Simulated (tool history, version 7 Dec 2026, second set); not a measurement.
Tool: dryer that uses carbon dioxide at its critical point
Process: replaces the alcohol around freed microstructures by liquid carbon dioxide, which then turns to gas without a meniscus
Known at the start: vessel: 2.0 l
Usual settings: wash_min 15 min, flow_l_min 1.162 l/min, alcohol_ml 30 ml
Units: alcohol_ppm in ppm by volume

{"run": 1, "hour": 0.0, "wash_min": 15, "flow_l_min": 1.162, "alcohol_ml": 30, "alcohol_ppm": 12}
{"run": 2, "hour": 12.7, "wash_min": 15, "flow_l_min": 1.162, "alcohol_ml": 30, "alcohol_ppm": 16}
{"run": 3, "hour": 26.7, "wash_min": 15, "flow_l_min": 1.162, "alcohol_ml": 30, "alcohol_ppm": 21}
{"run": 4, "hour": 44.4, "wash_min": 15, "flow_l_min": 1.162, "alcohol_ml": 30, "alcohol_ppm": 24}
{"run": 5, "hour": 64.5, "wash_min": 15, "flow_l_min": 1.73, "alcohol_ml": 30, "alcohol_ppm": 5}
{"run": 6, "hour": 89.3, "wash_min": 15, "flow_l_min": 1.73, "alcohol_ml": 30, "alcohol_ppm": 9}
{"run": 7, "hour": 107.3, "wash_min": 17, "flow_l_min": 1.73, "alcohol_ml": 30, "alcohol_ppm": 10}
{"run": 8, "hour": 123.0, "wash_min": 24, "flow_l_min": 1.73, "alcohol_ml": 30, "alcohol_ppm": 14}
{"run": 9, "hour": 142.8, "wash_min": 15, "flow_l_min": 1.162, "alcohol_ml": 30, "alcohol_ppm": 13}
{"run": 10, "hour": 157.3, "wash_min": 9, "flow_l_min": 1.162, "alcohol_ml": 30, "alcohol_ppm": 204}
{"run": 11, "hour": 173.5, "wash_min": 9, "flow_l_min": 1.162, "alcohol_ml": 30, "alcohol_ppm": 213}
{"run": 12, "hour": 188.4, "wash_min": 9, "flow_l_min": 1.162, "alcohol_ml": 30, "alcohol_ppm": 202}
{"run": 13, "hour": 206.1, "wash_min": 9, "flow_l_min": 1.162, "alcohol_ml": 30, "alcohol_ppm": 210}
{"run": 14, "hour": 232.3, "wash_min": 9, "flow_l_min": 1.162, "alcohol_ml": 30, "alcohol_ppm": 215}
{"run": 15, "hour": 259.4, "wash_min": 9, "flow_l_min": 1.162, "alcohol_ml": 30, "alcohol_ppm": 208}
{"run": 16, "hour": 276.0, "wash_min": 15, "flow_l_min": 1.162, "alcohol_ml": 30, "alcohol_ppm": 17}
{"run": 17, "hour": 295.4, "wash_min": 10, "flow_l_min": 1.162, "alcohol_ml": 30, "alcohol_ppm": 137}
{"run": 18, "hour": 315.3, "wash_min": 15, "flow_l_min": 1.162, "alcohol_ml": 30, "alcohol_ppm": 14}
{"run": 19, "hour": 335.7, "wash_min": 15, "flow_l_min": 1.162, "alcohol_ml": 101, "alcohol_ppm": 51}
{"run": 20, "hour": 350.2, "wash_min": 15, "flow_l_min": 1.162, "alcohol_ml": 101, "alcohol_ppm": 49}
{"run": 21, "hour": 373.9, "wash_min": 15, "flow_l_min": 1.162, "alcohol_ml": 101, "alcohol_ppm": 57}
{"run": 22, "hour": 388.6, "wash_min": 15, "flow_l_min": 1.162, "alcohol_ml": 101, "alcohol_ppm": 56}
{"run": 23, "hour": 413.9, "wash_min": 15, "flow_l_min": 1.162, "alcohol_ml": 101, "alcohol_ppm": 57}
{"run": 24, "hour": 426.3, "wash_min": 15, "flow_l_min": 1.162, "alcohol_ml": 101, "alcohol_ppm": 58}
{"run": 25, "hour": 447.5, "wash_min": 15, "flow_l_min": 0.86, "alcohol_ml": 40, "alcohol_ppm": 132}
{"run": 26, "hour": 465.1, "wash_min": 11, "flow_l_min": 1.26, "alcohol_ml": 40, "alcohol_ppm": 92}
{"run": 27, "hour": 487.7, "wash_min": 11, "flow_l_min": 1.26, "alcohol_ml": 40, "alcohol_ppm": 93}
{"hour": 512.7, "done": "inlet filter changed"}
{"run": 28, "hour": 515.7, "wash_min": 11, "flow_l_min": 1.26, "alcohol_ml": 40, "alcohol_ppm": 61}
{"run": 29, "hour": 534.4, "wash_min": 11, "flow_l_min": 1.26, "alcohol_ml": 40, "alcohol_ppm": 56}
{"run": 30, "hour": 552.6, "wash_min": 20, "flow_l_min": 0.91, "alcohol_ml": 56, "alcohol_ppm": 36}
{"run": 31, "hour": 565.6, "wash_min": 21, "flow_l_min": 1.162, "alcohol_ml": 52, "alcohol_ppm": 22}
{"run": 32, "hour": 590.3, "wash_min": 21, "flow_l_min": 1.162, "alcohol_ml": 52, "alcohol_ppm": 19}
{"run": 33, "hour": 602.4, "wash_min": 12, "flow_l_min": 1.31, "alcohol_ml": 40, "alcohol_ppm": 29}
{"run": 34, "hour": 619.6, "wash_min": 12, "flow_l_min": 0.71, "alcohol_ml": 30, "alcohol_ppm": 365}
{"run": 35, "hour": 646.6, "wash_min": 12, "flow_l_min": 0.71, "alcohol_ml": 30, "alcohol_ppm": 374}
{"run": 36, "hour": 663.6, "wash_min": 15, "flow_l_min": 1.77, "alcohol_ml": 30, "alcohol_ppm": 24}
{"run": 37, "hour": 674.5, "wash_min": 15, "flow_l_min": 1.77, "alcohol_ml": 30, "alcohol_ppm": 18}
{"run": 38, "hour": 687.4, "wash_min": 22, "flow_l_min": 1.162, "alcohol_ml": 73, "alcohol_ppm": 13}
{"run": 39, "hour": 703.3, "wash_min": 12, "flow_l_min": 1.02, "alcohol_ml": 30, "alcohol_ppm": 90}
{"run": 40, "hour": 721.0, "wash_min": 9, "flow_l_min": 1.19, "alcohol_ml": 30, "alcohol_ppm": 142}
{"run": 41, "hour": 738.4, "wash_min": 10, "flow_l_min": 1.19, "alcohol_ml": 30, "alcohol_ppm": 94}
{"run": 42, "hour": 758.8, "wash_min": 10, "flow_l_min": 1.19, "alcohol_ml": 30, "alcohol_ppm": 98}
{"run": 43, "hour": 783.5, "wash_min": 23, "flow_l_min": 1.162, "alcohol_ml": 29, "alcohol_ppm": 12}
{"run": 44, "hour": 810.0, "wash_min": 21, "flow_l_min": 1.65, "alcohol_ml": 29, "alcohol_ppm": 30}
{"run": 45, "hour": 833.4, "wash_min": 13, "flow_l_min": 1.162, "alcohol_ml": 30, "alcohol_ppm": 39}
{"run": 46, "hour": 851.9, "wash_min": 13, "flow_l_min": 1.162, "alcohol_ml": 30, "alcohol_ppm": 48}
{"run": 47, "hour": 878.4, "wash_min": 13, "flow_l_min": 1.05, "alcohol_ml": 52, "alcohol_ppm": 86}

Forecast each of these 3 alternatives for the next run:
{"run": "A", "hour": 898.3, "wash_min": 13, "flow_l_min": 0.77, "alcohol_ml": 33, "alcohol_ppm": "?"}
{"run": "B", "hour": 898.3, "wash_min": 14, "flow_l_min": 1.05, "alcohol_ml": 46, "alcohol_ppm": "?"}
{"run": "C", "hour": 898.3, "wash_min": 9, "flow_l_min": 1.162, "alcohol_ml": 30, "alcohol_ppm": "?"}

run=A alcohol_ppm=242
run=B alcohol_ppm=69
run=C alcohol_ppm=172
Without the tool's hidden state the same runs would have given:
run=A alcohol_ppm=194
run=B alcohol_ppm=43
run=C alcohol_ppm=132
